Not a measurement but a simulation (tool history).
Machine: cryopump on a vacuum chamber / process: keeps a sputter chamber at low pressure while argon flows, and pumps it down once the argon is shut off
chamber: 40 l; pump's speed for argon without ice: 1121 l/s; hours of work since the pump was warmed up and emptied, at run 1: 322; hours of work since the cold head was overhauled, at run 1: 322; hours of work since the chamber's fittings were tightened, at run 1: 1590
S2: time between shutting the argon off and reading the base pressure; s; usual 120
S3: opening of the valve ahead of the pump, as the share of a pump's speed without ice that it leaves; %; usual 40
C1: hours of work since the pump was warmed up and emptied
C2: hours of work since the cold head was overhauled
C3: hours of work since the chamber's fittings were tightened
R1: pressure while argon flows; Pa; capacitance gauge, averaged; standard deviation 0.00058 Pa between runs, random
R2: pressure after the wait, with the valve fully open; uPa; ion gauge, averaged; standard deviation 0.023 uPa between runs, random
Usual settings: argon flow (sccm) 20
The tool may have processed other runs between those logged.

run 1 day=0 | argon_flow_(sccm)=20 S2=120 S3=40 | C1=322 C2=322 C3=1590 | R1=0.0784 R2=1.47
run 2 day=1.338 | argon_flow_(sccm)=20 S2=120 S3=40 | C1=350 C2=350 C3=1618 | R1=0.0781 R2=1.46
run 3 day=2.296 | argon_flow_(sccm)=20 S2=120 S3=40 | C1=369 C2=369 C3=1638 | R1=0.079 R2=1.55
run 4 day=3.438 | argon_flow_(sccm)=20 S2=120 S3=40 | C1=393 C2=393 C3=1662 | R1=0.0801 R2=1.51
run 5 day=4.733 | argon_flow_(sccm)=20 S2=120 S3=40 | C1=420 C2=420 C3=1689 | R1=0.0799 R2=1.56
run 6 day=5.679 | argon_flow_(sccm)=15 S2=120 S3=40 | C1=440 C2=440 C3=1708 | R1=0.0598 R2=1.5
run 7 day=6.742 | argon_flow_(sccm)=20 S2=59 S3=40 | C1=462 C2=462 C3=1731 | R1=0.0811 R2=2.08
run 8 day=8.025 | argon_flow_(sccm)=20 S2=59 S3=40 | C1=489 C2=489 C3=1757 | R1=0.0809 R2=2.05
run 9 day=9.067 | argon_flow_(sccm)=20 S2=59 S3=40 | C1=511 C2=511 C3=1779 | R1=0.0812 R2=2.09
run 10 day=9.925 | argon_flow_(sccm)=20 S2=59 S3=40 | C1=529 C2=529 C3=1797 | R1=0.0814 R2=2.09
run 11 day=10.479 | argon_flow_(sccm)=20 S2=59 S3=21 | C1=540 C2=540 C3=1809 | R1=0.1505 R2=2.12
run 12 day=11.279 | argon_flow_(sccm)=20 S2=120 S3=40 | C1=557 C2=557 C3=1825 | R1=0.082 R2=1.63
run 13 day=12.004 | argon_flow_(sccm)=20 S2=120 S3=40 | C1=572 C2=572 C3=1840 | R1=0.0823 R2=1.62
run 14 day=12.883 | argon_flow_(sccm)=20 S2=120 S3=27 | C1=590 C2=590 C3=1859 | R1=0.1176 R2=1.65
run 15 day=13.562 | argon_flow_(sccm)=27 S2=41 S3=27 | C1=604 C2=604 C3=1873 | R1=0.1604 R2=2.42
run 16 day=14.875 | argon_flow_(sccm)=35 S2=63 S3=40 | C1=632 C2=632 C3=1900 | R1=0.1459 R2=2.06
run 17 day=15.821 | argon_flow_(sccm)=13 S2=164 S3=49 | C1=652 C2=652 C3=1920 | R1=0.0446 R2=1.59
run 18 day=16.792 | argon_flow_(sccm)=37 S2=272 S3=19 | C1=672 C2=672 C3=1940 | R1=0.3077 R2=1.46
run 19 day=17.688 | argon_flow_(sccm)=29 S2=201 S3=16 | C1=691 C2=691 C3=1959 | R1=0.2867 R2=1.6
run 20 day=18.367 | argon_flow_(sccm)=29 S2=201 S3=16 | C1=705 C2=705 C3=1973 | R1=0.2864 R2=1.6
run 21 day=19.45 | argon_flow_(sccm)=29 S2=201 S3=16 | C1=727 C2=727 C3=1996 | R1=0.2848 R2=1.62
run 22 day=20.638 | argon_flow_(sccm)=20 S2=194 S3=24 | C1=752 C2=752 C3=2020 | R1=0.1354 R2=1.71
run 23 day=21.908 | argon_flow_(sccm)=20 S2=39 S3=17 | C1=779 C2=779 C3=2047 | R1=0.1867 R2=2.75
run 24 day=22.75 | argon_flow_(sccm)=14 S2=49 S3=23 | C1=796 C2=796 C3=2065 | R1=0.0994 R2=2.51
run 25 day=23.962 | argon_flow_(sccm)=10 S2=99 S3=50 | C1=821 C2=821 C3=2090 | R1=0.0352 R2=2.03
run 26 day=24.867 | argon_flow_(sccm)=30 S2=52 S3=54 | C1=840 C2=840 C3=2109 | R1=0.098 R2=2.46
run 27 day=25.762 | argon_flow_(sccm)=30 S2=52 S3=54 | C1=859 C2=859 C3=2127 | R1=0.1002 R2=2.51
-- day=26.038 pump warmed up, emptied and cooled again
run 28 day=26.954 | argon_flow_(sccm)=21 S2=138 S3=39 | C1=19 C2=880 C3=2148 | R1=0.0823 R2=1.54

Branching from run 28: 3 alternative next runs. What would each branch give?
run A day=27.867 | argon_flow_(sccm)=12 S2=134 S3=39 | C1=38 C2=899 C3=2167 | R1=? R2=?
run B day=27.867 | argon_flow_(sccm)=11 S2=120 S3=19 | C1=38 C2=899 C3=2167 | R1=? R2=?
run C day=27.867 | argon_flow_(sccm)=21 S2=24 S3=22 | C1=38 C2=899 C3=2167 | R1=? R2=?

run=A R1=0.0468 R2=1.52
run=B R1=0.0871 R2=1.56
run=C R1=0.145 R2=3.36
Stripped of hidden state, with their random variation kept, the same runs would have yielded:
run=A R1=0.0463 R2=0.65
run=B R1=0.0867 R2=0.69
run=C R1=0.1442 R2=2.49
